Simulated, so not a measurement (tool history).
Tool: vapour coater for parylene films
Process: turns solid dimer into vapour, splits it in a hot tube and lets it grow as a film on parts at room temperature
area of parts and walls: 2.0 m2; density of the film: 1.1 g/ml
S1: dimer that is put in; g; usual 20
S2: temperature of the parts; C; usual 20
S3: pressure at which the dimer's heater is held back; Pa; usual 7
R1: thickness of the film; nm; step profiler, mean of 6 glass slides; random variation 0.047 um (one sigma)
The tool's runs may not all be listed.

{"run": 1, "hour": 0.0, "S1": 20, "S2": 20, "S3": 7, "R1": 5200}
{"run": 2, "hour": 32.8, "S1": 21, "S2": 20, "S3": 7, "R1": 5370}
{"run": 3, "hour": 85.9, "S1": 20, "S2": 20, "S3": 7, "R1": 5080}
{"run": 4, "hour": 137.9, "S1": 20, "S2": 20, "S3": 7, "R1": 5010}
{"run": 5, "hour": 167.7, "S1": 33, "S2": 20, "S3": 7, "R1": 8440}
{"run": 6, "hour": 213.6, "S1": 33, "S2": 20, "S3": 7, "R1": 8300}
{"run": 7, "hour": 269.9, "S1": 33, "S2": 20, "S3": 7, "R1": 8170}
{"run": 8, "hour": 324.9, "S1": 34, "S2": 20, "S3": 7, "R1": 8440}
{"run": 9, "hour": 363.1, "S1": 34, "S2": 20, "S3": 7, "R1": 8420}
{"run": 10, "hour": 394.0, "S1": 34, "S2": 20, "S3": 7, "R1": 8300}
{"run": 11, "hour": 424.8, "S1": 20, "S2": 20, "S3": 7, "R1": 4830}
{"run": 12, "hour": 489.3, "S1": 20, "S2": 20, "S3": 7, "R1": 4810}
{"run": 13, "hour": 530.0, "S1": 20, "S2": 20, "S3": 7, "R1": 4840}
{"run": 14, "hour": 578.1, "S1": 20, "S2": 20, "S3": 2.4, "R1": 5080}
{"run": 15, "hour": 633.0, "S1": 20, "S2": 20, "S3": 2.4, "R1": 5030}
{"run": 16, "hour": 696.2, "S1": 20, "S2": 20, "S3": 3.16, "R1": 4910}
{"run": 17, "hour": 753.8, "S1": 20, "S2": 28, "S3": 3.16, "R1": 3560}
{"run": 18, "hour": 801.6, "S1": 20, "S2": 28, "S3": 3.16, "R1": 3610}
{"run": 19, "hour": 858.9, "S1": 20, "S2": 28, "S3": 3.16, "R1": 3520}
{"run": 20, "hour": 906.6, "S1": 20, "S2": 28, "S3": 3.16, "R1": 3460}
{"run": 21, "hour": 947.3, "S1": 20, "S2": 28, "S3": 3.16, "R1": 3480}
{"run": 22, "hour": 1012.5, "S1": 20, "S2": 28, "S3": 3.16, "R1": 3440}
{"run": 23, "hour": 1070.3, "S1": 20, "S2": 20, "S3": 10.41, "R1": 4370}
{"run": 24, "hour": 1119.6, "S1": 20, "S2": 20, "S3": 10.41, "R1": 4390}
{"run": 25, "hour": 1151.1, "S1": 20, "S2": 20, "S3": 10.41, "R1": 4380}
{"run": 26, "hour": 1180.9, "S1": 20, "S2": 20, "S3": 10.41, "R1": 4480}
{"run": 27, "hour": 1216.8, "S1": 20, "S2": 20, "S3": 10.41, "R1": 4320}
{"run": 28, "hour": 1245.3, "S1": 13, "S2": 27, "S3": 3.36, "R1": 2230}
{"hour": 1304.3, "done": "trap's valve overhauled"}
{"run": 29, "hour": 1307.0, "S1": 13, "S2": 19, "S3": 3.36, "R1": 3590}
{"run": 30, "hour": 1340.6, "S1": 13, "S2": 19, "S3": 3.36, "R1": 3620}
{"run": 31, "hour": 1400.4, "S1": 33, "S2": 14, "S3": 3.36, "R1": 10890}
{"run": 32, "hour": 1462.5, "S1": 33, "S2": 14, "S3": 3.36, "R1": 10770}
{"run": 33, "hour": 1495.8, "S1": 29, "S2": 30, "S3": 3.37, "R1": 5010}
{"run": 34, "hour": 1550.0, "S1": 9, "S2": 18, "S3": 7, "R1": 2380}
{"run": 35, "hour": 1609.0, "S1": 9, "S2": 18, "S3": 7, "R1": 2410}
{"run": 36, "hour": 1673.8, "S1": 9, "S2": 18, "S3": 7, "R1": 2390}
{"run": 37, "hour": 1732.8, "S1": 9, "S2": 18, "S3": 7, "R1": 2370}
{"run": 38, "hour": 1785.9, "S1": 14, "S2": 19, "S3": 2.02, "R1": 3770}
{"run": 39, "hour": 1827.9, "S1": 15, "S2": 28, "S3": 4, "R1": 2640}
{"run": 40, "hour": 1892.5, "S1": 12, "S2": 18, "S3": 9.93, "R1": 3050}
{"run": 41, "hour": 1943.1, "S1": 21, "S2": 20, "S3": 3.52, "R1": 5200}
{"run": 42, "hour": 1979.3, "S1": 25, "S2": 13, "S3": 7, "R1": 7770}
{"hour": 2032.6, "done": "table's thermometer calibrated"}
{"run": 43, "hour": 2033.4, "S1": 28, "S2": 13, "S3": 7, "R1": 9080}
{"run": 44, "hour": 2080.3, "S1": 21, "S2": 23, "S3": 7, "R1": 4570}
{"run": 45, "hour": 2132.4, "S1": 21, "S2": 23, "S3": 7, "R1": 4530}
{"run": 46, "hour": 2179.9, "S1": 21, "S2": 30, "S3": 7, "R1": 3380}
{"run": 47, "hour": 2222.8, "S1": 20, "S2": 20, "S3": 2.05, "R1": 5160}

4 ways to go on from here, each from the tool as it stands after run 47. What would each give?
{"run": "A", "hour": 2264.0, "S1": 24, "S2": 20, "S3": 5.12, "R1": "?"}
{"run": "B", "hour": 2264.0, "S1": 20, "S2": 22, "S3": 7, "R1": "?"}
{"run": "C", "hour": 2264.0, "S1": 22, "S2": 18, "S3": 2.05, "R1": "?"}
{"run": "D", "hour": 2264.0, "S1": 20, "S2": 22, "S3": 7.6, "R1": "?"}

run=A R1=5780
run=B R1=4430
run=C R1=6060
run=D R1=4450
Without the tool's hidden state the same runs would have given:
run=A R1=6380
run=B R1=4890
run=C R1=6690
run=D R1=4910
